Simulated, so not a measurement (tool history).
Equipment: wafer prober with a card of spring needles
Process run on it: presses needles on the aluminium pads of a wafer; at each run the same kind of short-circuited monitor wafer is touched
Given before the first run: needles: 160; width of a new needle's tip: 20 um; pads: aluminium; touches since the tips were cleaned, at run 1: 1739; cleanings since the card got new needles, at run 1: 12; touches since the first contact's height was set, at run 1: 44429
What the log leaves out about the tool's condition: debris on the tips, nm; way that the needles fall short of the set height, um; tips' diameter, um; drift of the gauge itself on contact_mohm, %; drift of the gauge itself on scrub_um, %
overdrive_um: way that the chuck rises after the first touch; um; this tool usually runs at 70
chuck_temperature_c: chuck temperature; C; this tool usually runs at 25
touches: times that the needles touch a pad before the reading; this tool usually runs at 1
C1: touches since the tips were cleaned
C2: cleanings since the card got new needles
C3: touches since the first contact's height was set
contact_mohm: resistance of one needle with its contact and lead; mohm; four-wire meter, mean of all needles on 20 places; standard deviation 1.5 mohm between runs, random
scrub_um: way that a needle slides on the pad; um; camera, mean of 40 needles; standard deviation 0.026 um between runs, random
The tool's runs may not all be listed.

{"run": 1, "hour": 0.0, "overdrive_um": 70, "chuck_temperature_c": 25, "touches": 1, "C1": 1739, "C2": 12, "C3": 44429, "contact_mohm": 284, "scrub_um": 9.65}
{"hour": 9.1, "done": "tips cleaned on abrasive film"}
{"run": 2, "hour": 12.3, "overdrive_um": 70, "chuck_temperature_c": 25, "touches": 1, "C1": 594, "C2": 13, "C3": 46737, "contact_mohm": 207, "scrub_um": 9.61}
{"hour": 27.7, "done": "tips cleaned on abrasive film"}
{"run": 3, "hour": 34.8, "overdrive_um": 70, "chuck_temperature_c": 27, "touches": 1, "C1": 1340, "C2": 14, "C3": 50978, "contact_mohm": 273, "scrub_um": 9.62}
{"hour": 46.2, "done": "tips cleaned on abrasive film"}
{"run": 4, "hour": 51.5, "overdrive_um": 70, "chuck_temperature_c": 27, "touches": 1, "C1": 1012, "C2": 15, "C3": 54134, "contact_mohm": 252, "scrub_um": 9.59}
{"hour": 64.1, "done": "tips cleaned on abrasive film"}
{"run": 5, "hour": 75.6, "overdrive_um": 70, "chuck_temperature_c": 31, "touches": 1, "C1": 2184, "C2": 16, "C3": 58688, "contact_mohm": 310, "scrub_um": 9.57}
{"hour": 82.0, "done": "tips cleaned on abrasive film"}
{"run": 6, "hour": 92.6, "overdrive_um": 70, "chuck_temperature_c": 25, "touches": 1, "C1": 2002, "C2": 17, "C3": 61874, "contact_mohm": 305, "scrub_um": 9.54}
{"hour": 100.2, "done": "tips cleaned on abrasive film"}
{"run": 7, "hour": 103.2, "overdrive_um": 70, "chuck_temperature_c": 25, "touches": 1, "C1": 560, "C2": 18, "C3": 63871, "contact_mohm": 210, "scrub_um": 9.56}
{"hour": 105.2, "done": "height of the first contact set anew"}
{"run": 8, "hour": 115.0, "overdrive_um": 70, "chuck_temperature_c": 25, "touches": 1, "C1": 2731, "C2": 18, "C3": 1850, "contact_mohm": 323, "scrub_um": 9.83}
{"hour": 120.3, "done": "tips cleaned on abrasive film"}
{"run": 9, "hour": 125.5, "overdrive_um": 70, "chuck_temperature_c": 25, "touches": 1, "C1": 979, "C2": 19, "C3": 3822, "contact_mohm": 243, "scrub_um": 9.8}
{"hour": 138.7, "done": "tips cleaned on abrasive film"}
{"run": 10, "hour": 140.5, "overdrive_um": 70, "chuck_temperature_c": 25, "touches": 1, "C1": 329, "C2": 20, "C3": 6644, "contact_mohm": 206, "scrub_um": 9.81}
{"run": 11, "hour": 152.4, "overdrive_um": 70, "chuck_temperature_c": 25, "touches": 1, "C1": 2584, "C2": 20, "C3": 8899, "contact_mohm": 334, "scrub_um": 9.79}
{"hour": 156.8, "done": "tips cleaned on abrasive film"}
{"run": 12, "hour": 169.6, "overdrive_um": 81, "chuck_temperature_c": 25, "touches": 1, "C1": 2428, "C2": 21, "C3": 12156, "contact_mohm": 280, "scrub_um": 11.29}
{"hour": 175.3, "done": "tips cleaned on abrasive film"}
{"run": 13, "hour": 184.3, "overdrive_um": 70, "chuck_temperature_c": 25, "touches": 2, "C1": 1705, "C2": 22, "C3": 14918, "contact_mohm": 228, "scrub_um": 9.78}
{"hour": 193.6, "done": "tips cleaned on abrasive film"}
{"run": 14, "hour": 198.9, "overdrive_um": 70, "chuck_temperature_c": 29, "touches": 1, "C1": 1006, "C2": 23, "C3": 17666, "contact_mohm": 250, "scrub_um": 9.75}
{"hour": 211.9, "done": "tips cleaned on abrasive film"}
{"run": 15, "hour": 212.3, "overdrive_um": 70, "chuck_temperature_c": 25, "touches": 1, "C1": 76, "C2": 24, "C3": 20174, "contact_mohm": 171, "scrub_um": 9.76}
{"run": 16, "hour": 223.6, "overdrive_um": 70, "chuck_temperature_c": 25, "touches": 1, "C1": 2233, "C2": 24, "C3": 22331, "contact_mohm": 314, "scrub_um": 9.72}
{"hour": 230.3, "done": "tips cleaned on abrasive film"}
{"run": 17, "hour": 233.8, "overdrive_um": 70, "chuck_temperature_c": 58, "touches": 3, "C1": 668, "C2": 25, "C3": 24245, "contact_mohm": 185, "scrub_um": 9.74}
{"hour": 248.4, "done": "tips cleaned on abrasive film"}
{"run": 18, "hour": 254.9, "overdrive_um": 70, "chuck_temperature_c": 25, "touches": 3, "C1": 1227, "C2": 26, "C3": 28210, "contact_mohm": 188, "scrub_um": 9.68}
{"hour": 267.5, "done": "tips cleaned on abrasive film"}
{"run": 19, "hour": 267.9, "overdrive_um": 86, "chuck_temperature_c": 49, "touches": 3, "C1": 76, "C2": 27, "C3": 30667, "contact_mohm": 156, "scrub_um": 11.97}
{"hour": 285.7, "done": "tips cleaned on abrasive film"}
{"run": 20, "hour": 289.1, "overdrive_um": 70, "chuck_temperature_c": 100, "touches": 2, "C1": 637, "C2": 28, "C3": 34661, "contact_mohm": 209, "scrub_um": 9.69}
{"hour": 303.9, "done": "tips cleaned on abrasive film"}
{"run": 21, "hour": 304.4, "overdrive_um": 59, "chuck_temperature_c": 100, "touches": 2, "C1": 88, "C2": 29, "C3": 37542, "contact_mohm": 185, "scrub_um": 8.16}
{"run": 22, "hour": 319.1, "overdrive_um": 53, "chuck_temperature_c": 51, "touches": 3, "C1": 2879, "C2": 29, "C3": 40333, "contact_mohm": 279, "scrub_um": 7.24}
{"hour": 322.8, "done": "tips cleaned on abrasive film"}
{"hour": 340.9, "done": "tips cleaned on abrasive film"}
{"run": 23, "hour": 342.6, "overdrive_um": 85, "chuck_temperature_c": 65, "touches": 1, "C1": 314, "C2": 31, "C3": 44738, "contact_mohm": 179, "scrub_um": 11.69}
{"run": 24, "hour": 356.1, "overdrive_um": 85, "chuck_temperature_c": 65, "touches": 1, "C1": 2877, "C2": 31, "C3": 47301, "contact_mohm": 279, "scrub_um": 11.77}
{"hour": 360.2, "done": "tips cleaned on abrasive film"}
{"run": 25, "hour": 371.0, "overdrive_um": 85, "chuck_temperature_c": 65, "touches": 1, "C1": 2037, "C2": 32, "C3": 50097, "contact_mohm": 258, "scrub_um": 11.68}
{"hour": 378.7, "done": "tips cleaned on abrasive film"}
{"run": 26, "hour": 384.5, "overdrive_um": 61, "chuck_temperature_c": 25, "touches": 3, "C1": 1102, "C2": 33, "C3": 52642, "contact_mohm": 206, "scrub_um": 8.36}
{"hour": 397.3, "done": "tips cleaned on abrasive film"}
{"run": 27, "hour": 398.2, "overdrive_um": 54, "chuck_temperature_c": 25, "touches": 1, "C1": 182, "C2": 34, "C3": 55224, "contact_mohm": 221, "scrub_um": 7.37}
{"run": 28, "hour": 413.2, "overdrive_um": 54, "chuck_temperature_c": 25, "touches": 1, "C1": 3024, "C2": 34, "C3": 58066, "contact_mohm": 509, "scrub_um": 7.36}
{"hour": 415.7, "done": "tips cleaned on abrasive film"}
{"run": 29, "hour": 428.8, "overdrive_um": 54, "chuck_temperature_c": 25, "touches": 1, "C1": 2476, "C2": 35, "C3": 60996, "contact_mohm": 461, "scrub_um": 7.35}

3 ways to go on from here, each from the tool as it stands after run 29. What would each give?
{"hour": 434.8, "done": "tips cleaned on abrasive film"}
{"run": "A", "hour": 444.9, "overdrive_um": 70, "chuck_temperature_c": 55, "touches": 1, "C1": 1919, "C2": 36, "C3": 64037, "contact_mohm": "?", "scrub_um": "?"}
{"hour": 434.8, "done": "tips cleaned on abrasive film"}
{"run": "B", "hour": 444.9, "overdrive_um": 64, "chuck_temperature_c": 29, "touches": 1, "C1": 1919, "C2": 36, "C3": 64037, "contact_mohm": "?", "scrub_um": "?"}
{"hour": 434.8, "done": "tips cleaned on abrasive film"}
{"run": "C", "hour": 444.9, "overdrive_um": 60, "chuck_temperature_c": 114, "touches": 3, "C1": 1919, "C2": 36, "C3": 64037, "contact_mohm": "?", "scrub_um": "?"}

run=A contact_mohm=320 scrub_um=9.57
run=B contact_mohm=355 scrub_um=8.73
run=C contact_mohm=247 scrub_um=8.15
With the hidden condition removed and each run's random variation left untouched, the same runs would have given:
run=A contact_mohm=152 scrub_um=9.81
run=B contact_mohm=148 scrub_um=8.97
run=C contact_mohm=171 scrub_um=8.39
